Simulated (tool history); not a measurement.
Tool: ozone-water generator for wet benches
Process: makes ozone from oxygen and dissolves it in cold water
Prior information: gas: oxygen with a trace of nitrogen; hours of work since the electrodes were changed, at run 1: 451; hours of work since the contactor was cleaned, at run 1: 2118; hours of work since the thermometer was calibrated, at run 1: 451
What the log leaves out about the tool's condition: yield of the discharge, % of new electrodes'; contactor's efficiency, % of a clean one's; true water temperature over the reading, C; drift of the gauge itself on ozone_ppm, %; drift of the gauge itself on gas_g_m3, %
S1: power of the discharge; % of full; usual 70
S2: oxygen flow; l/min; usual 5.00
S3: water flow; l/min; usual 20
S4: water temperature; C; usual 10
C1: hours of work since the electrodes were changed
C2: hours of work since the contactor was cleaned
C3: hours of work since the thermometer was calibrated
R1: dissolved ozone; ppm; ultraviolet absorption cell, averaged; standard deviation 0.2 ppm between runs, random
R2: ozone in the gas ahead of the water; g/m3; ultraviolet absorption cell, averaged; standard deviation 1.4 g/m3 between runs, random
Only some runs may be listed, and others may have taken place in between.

run,hour,S1,S2,S3,S4,C1,C2,C3,R1,R2
1,0.0,70,5.00,20,10,451,2118,451,29.6,254.5
2,32.7,70,5.00,23,10,483,2150,483,25.9,253.0
3,88.2,70,5.00,18,10,537,2204,537,32.0,254.4
4,145.8,70,5.00,20,10,593,2260,593,29.3,254.0
5,179.0,70,5.00,20,10,625,2292,625,29.2,258.2
6,219.4,70,5.00,20,10,664,2331,664,29.1,257.3
7,277.2,77,5.00,20,10,721,2387,721,31.8,278.7
8,328.6,77,5.00,20,10,771,2437,771,31.9,279.2
9,383.0,70,5.00,20,7,823,2490,823,30.4,259.7
10,409.4,70,5.00,20,7,849,2516,849,30.5,262.5
11,446.1,70,5.00,20,7,885,2551,885,30.5,260.2
12,475.0,70,5.00,20,7,913,2579,913,30.1,259.8
# hour 479.5: gauge calibrated
13,533.3,70,5.00,20,11,969,2636,969,29.1,255.5
14,586.1,70,3.75,20,11,1021,2687,1021,27.0,286.7
15,640.4,43,6.13,26,14,1073,2740,1073,15.5,154.2
16,672.0,61,4.09,22,16,1104,2771,1104,21.8,244.9
17,697.4,61,4.09,22,16,1129,2795,1129,21.4,244.6
18,723.5,70,5.00,20,15,1154,2821,1154,27.3,256.5
19,778.2,65,4.06,13,15,1207,2874,1207,33.8,261.0
20,818.6,84,4.06,21,15,1246,2913,1246,29.6,327.1
21,864.9,84,4.06,21,15,1291,2958,1291,29.5,329.4
22,917.2,48,3.21,20,10,1342,3009,1342,18.8,224.8
23,962.9,48,3.21,20,10,1387,3053,1387,18.8,225.3
24,1018.4,42,5.00,20,13,1441,3107,1441,18.1,167.8
25,1047.5,99,5.00,20,11,1469,3136,1469,38.7,350.8
26,1099.5,70,4.94,20,10,1519,3186,1519,28.9,265.1

What differs in the tool's unlogged condition from the final listed run ahead of each entry between runs to the first listed run following it?
Runs 12 to 13: gauge calibrated (hour 479.5)
  drift of the gauge itself on gas_g_m3, %: 2.87 -> 0.33
  what was measured, less what the result would be without the hidden state, R2: +7.0 -> +0.7 g/m3
